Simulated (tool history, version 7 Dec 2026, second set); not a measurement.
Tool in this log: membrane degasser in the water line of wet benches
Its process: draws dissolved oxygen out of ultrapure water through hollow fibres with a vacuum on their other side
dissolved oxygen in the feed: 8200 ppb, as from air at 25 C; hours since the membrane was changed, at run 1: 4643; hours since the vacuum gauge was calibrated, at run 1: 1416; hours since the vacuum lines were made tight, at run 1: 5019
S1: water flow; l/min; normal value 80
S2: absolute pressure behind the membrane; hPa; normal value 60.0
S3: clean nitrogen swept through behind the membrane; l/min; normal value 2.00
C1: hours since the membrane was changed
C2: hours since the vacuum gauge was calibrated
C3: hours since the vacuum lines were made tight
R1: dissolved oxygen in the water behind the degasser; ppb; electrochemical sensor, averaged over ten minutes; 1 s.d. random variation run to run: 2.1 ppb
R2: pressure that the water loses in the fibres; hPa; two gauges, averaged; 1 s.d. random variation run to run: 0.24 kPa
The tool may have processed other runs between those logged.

| run | hour | S1 | S2 | S3 | C1 | C2 | C3 | R1 | R2 |
|---|---|---|---|---|---|---|---|---|---|
| 1 | 0.0 | 80 | 60.0 | 2.00 | 4643 | 1416 | 5019 | 234.5 | 655.4 |
| 2 | 61.0 | 80 | 60.0 | 2.00 | 4704 | 1477 | 5080 | 234.3 | 658.3 |
| 3 | 146.6 | 80 | 60.0 | 2.00 | 4790 | 1562 | 5166 | 240.7 | 656.0 |
| 4 | 237.3 | 80 | 60.0 | 2.00 | 4881 | 1653 | 5257 | 242.1 | 657.5 |
| 5 | 304.8 | 80 | 60.0 | 2.00 | 4948 | 1720 | 5324 | 239.7 | 657.2 |
| 6 | 401.4 | 80 | 60.0 | 2.00 | 5045 | 1817 | 5421 | 241.1 | 661.6 |
| 7 | 484.0 | 80 | 60.0 | 2.00 | 5127 | 1900 | 5503 | 244.7 | 658.5 |
|  | 564.5 | seals of the vacuum lines changed |
| 8 | 611.9 | 80 | 60.0 | 2.00 | 5253 | 2026 | 47 | 239.9 | 665.2 |
| 9 | 668.4 | 80 | 60.0 | 2.00 | 5310 | 2082 | 104 | 241.1 | 661.9 |
| 10 | 791.1 | 80 | 60.0 | 2.00 | 5432 | 2205 | 227 | 239.3 | 664.5 |
| 11 | 876.8 | 80 | 89.8 | 2.00 | 5518 | 2290 | 312 | 460.3 | 664.3 |
| 12 | 949.7 | 80 | 89.8 | 2.00 | 5591 | 2363 | 385 | 462.8 | 664.0 |
| 13 | 1011.6 | 80 | 89.8 | 2.00 | 5653 | 2425 | 447 | 465.5 | 663.2 |
| 14 | 1079.6 | 80 | 37.6 | 1.11 | 5721 | 2493 | 515 | 96.0 | 664.3 |

Run 15, settings as shown, results not yet in. Your forecast:
| 15 | 1174.4 | 80 | 55.4 | 2.00 | 5816 | 2588 | 610 | ? | ? |

R1: 207.1 ppb
R2: 667.3 hPa
Without the tool's hidden state the same run would have given R1 194.6 ppb, R2 620.7 hPa.

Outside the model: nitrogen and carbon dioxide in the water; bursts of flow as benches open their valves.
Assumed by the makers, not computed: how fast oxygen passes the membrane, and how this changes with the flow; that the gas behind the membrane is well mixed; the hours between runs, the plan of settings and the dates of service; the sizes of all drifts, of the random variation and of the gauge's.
